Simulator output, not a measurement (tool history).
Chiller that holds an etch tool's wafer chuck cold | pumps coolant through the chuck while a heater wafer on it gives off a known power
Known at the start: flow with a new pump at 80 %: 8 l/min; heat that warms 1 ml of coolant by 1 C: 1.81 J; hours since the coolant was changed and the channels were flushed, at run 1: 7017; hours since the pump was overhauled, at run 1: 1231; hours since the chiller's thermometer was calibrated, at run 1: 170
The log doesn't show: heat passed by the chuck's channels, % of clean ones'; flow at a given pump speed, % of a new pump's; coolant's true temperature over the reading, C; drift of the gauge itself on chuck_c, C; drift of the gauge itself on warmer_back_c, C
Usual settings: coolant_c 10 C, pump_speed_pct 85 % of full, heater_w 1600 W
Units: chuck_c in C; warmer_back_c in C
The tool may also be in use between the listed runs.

| run | hour | coolant_c | pump_speed_pct | heater_w | hours since the coolant was changed and the channels were flushed | hours since the pump was overhauled | hours since the chiller's thermometer was calibrated | chuck_c | warmer_back_c |
|---|---|---|---|---|---|---|---|---|---|
| 1 | 0 | 10 | 85 | 1600 | 7017 | 1231 | 170 | 23.9 | 6.4 |
| 2 | 42.7 | 10 | 85 | 1600 | 7060 | 1273 | 213 | 24 | 6.42 |
| 3 | 111.9 | 10 | 85 | 1600 | 7129 | 1343 | 282 | 24 | 6.48 |
| 4 | 162.1 | 10 | 85 | 1600 | 7179 | 1393 | 332 | 24.2 | 6.47 |
| 5 | 215.4 | 10 | 85 | 1600 | 7232 | 1446 | 386 | 24.3 | 6.49 |
| 6 | 282.3 | 10 | 85 | 1600 | 7299 | 1513 | 453 | 24.3 | 6.5 |
|  | 329.2 | coolant changed, channels flushed |
| 7 | 338.1 | 10 | 85 | 1600 | 9 | 1563 | 502 | 22.3 | 6.44 |
| 8 | 375.3 | 10 | 65 | 1600 | 46 | 1600 | 539 | 25.2 | 8.42 |
| 9 | 426.5 | 10 | 85 | 1600 | 97 | 1651 | 591 | 22.2 | 6.43 |
| 10 | 469.2 | 10 | 85 | 1600 | 140 | 1694 | 633 | 22.4 | 6.51 |
| 11 | 523.4 | 10 | 85 | 1600 | 194 | 1748 | 688 | 22.2 | 6.42 |
| 12 | 572.7 | 10 | 85 | 1600 | 243 | 1797 | 737 | 22.5 | 6.53 |
| 13 | 602.4 | 10 | 85 | 1600 | 273 | 1827 | 767 | 22.5 | 6.53 |
| 14 | 665.5 | 5 | 85 | 1600 | 336 | 1890 | 830 | 17.4 | 6.46 |
| 15 | 715.3 | 10 | 85 | 2265 | 386 | 1940 | 880 | 27.5 | 9.2 |
| 16 | 784.8 | 10 | 85 | 2265 | 456 | 2009 | 949 | 27.7 | 9.28 |

Run 17 comes next. What will it give?
| 17 | 836.2 | 13 | 85 | 1624 | 507 | 2061 | 1000 | ? | ? |

Run 17 gave chuck_c 25.7 C, warmer_back_c 6.62 C.
Without the tool's hidden state the same run would have given chuck_c 25 C, warmer_back_c 6.36 C.
